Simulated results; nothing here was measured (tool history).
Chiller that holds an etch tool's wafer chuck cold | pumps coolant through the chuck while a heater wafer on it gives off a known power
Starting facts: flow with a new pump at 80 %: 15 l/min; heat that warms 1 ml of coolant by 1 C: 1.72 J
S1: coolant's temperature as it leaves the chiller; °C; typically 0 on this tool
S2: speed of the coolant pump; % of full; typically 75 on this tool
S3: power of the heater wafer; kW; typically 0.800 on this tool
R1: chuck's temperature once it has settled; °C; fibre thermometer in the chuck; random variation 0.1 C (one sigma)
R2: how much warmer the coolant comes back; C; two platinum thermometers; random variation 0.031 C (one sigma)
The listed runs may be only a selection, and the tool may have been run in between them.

run 1 day=0.000 | S1=0 S2=75 S3=0.800 | R1=6.1 R2=2.03
run 2 day=2.183 | S1=0 S2=75 S3=0.800 | R1=6.1 R2=2.05
run 3 day=3.312 | S1=0 S2=75 S3=0.800 | R1=6.2 R2=2.08
run 4 day=5.321 | S1=0 S2=75 S3=0.800 | R1=6.2 R2=2.03
run 5 day=7.442 | S1=0 S2=75 S3=0.800 | R1=6.1 R2=2.14
run 6 day=8.554 | S1=0 S2=75 S3=0.509 | R1=3.9 R2=1.25
run 7 day=10.579 | S1=0 S2=75 S3=0.509 | R1=3.9 R2=1.36
run 8 day=11.708 | S1=0 S2=75 S3=0.800 | R1=6.2 R2=2.00
-- day=12.062 coolant pump overhauled
run 9 day=13.704 | S1=0 S2=75 S3=0.800 | R1=6.4 R2=2.03
run 10 day=15.046 | S1=0 S2=75 S3=0.800 | R1=6.2 R2=2.13
run 11 day=17.050 | S1=0 S2=75 S3=0.830 | R1=6.6 R2=2.19
run 12 day=19.025 | S1=-9 S2=75 S3=0.830 | R1=-2.6 R2=2.17
run 13 day=20.312 | S1=7 S2=96 S3=0.809 | R1=12.3 R2=1.63
run 14 day=21.438 | S1=7 S2=96 S3=0.809 | R1=12.1 R2=1.68
-- day=23.208 coolant pump overhauled, once more
run 15 day=23.208 | S1=0 S2=72 S3=0.490 | R1=3.9 R2=1.24
run 16 day=24.442 | S1=0 S2=72 S3=0.490 | R1=3.7 R2=1.25
run 17 day=26.592 | S1=-7 S2=72 S3=0.490 | R1=-3.4 R2=1.30
run 18 day=28.408 | S1=3 S2=61 S3=0.800 | R1=10.2 R2=2.45
run 19 day=30.404 | S1=0 S2=95 S3=0.817 | R1=5.0 R2=1.55
run 20 day=31.600 | S1=0 S2=95 S3=0.817 | R1=5.0 R2=1.60
run 21 day=33.483 | S1=0 S2=95 S3=0.817 | R1=5.1 R2=1.60
run 22 day=34.729 | S1=8 S2=75 S3=0.422 | R1=11.2 R2=1.04
run 23 day=36.475 | S1=10 S2=85 S3=0.750 | R1=14.9 R2=1.73

Below are 3 alternative next runs, each starting from the tool's condition after run 23. Predict each:
run A day=37.979 | S1=0 S2=83 S3=0.709 | R1=? R2=?
run B day=37.979 | S1=10 S2=94 S3=0.750 | R1=? R2=?
run C day=37.979 | S1=0 S2=76 S3=0.813 | R1=? R2=?

run=A R1=5.1 R2=1.57
run=B R1=14.6 R2=1.51
run=C R1=6.1 R2=2.02
Without the tool's unlogged condition, the same runs would have read:
run=A R1=5.1 R2=1.56
run=B R1=14.7 R2=1.50
run=C R1=6.1 R2=2.00
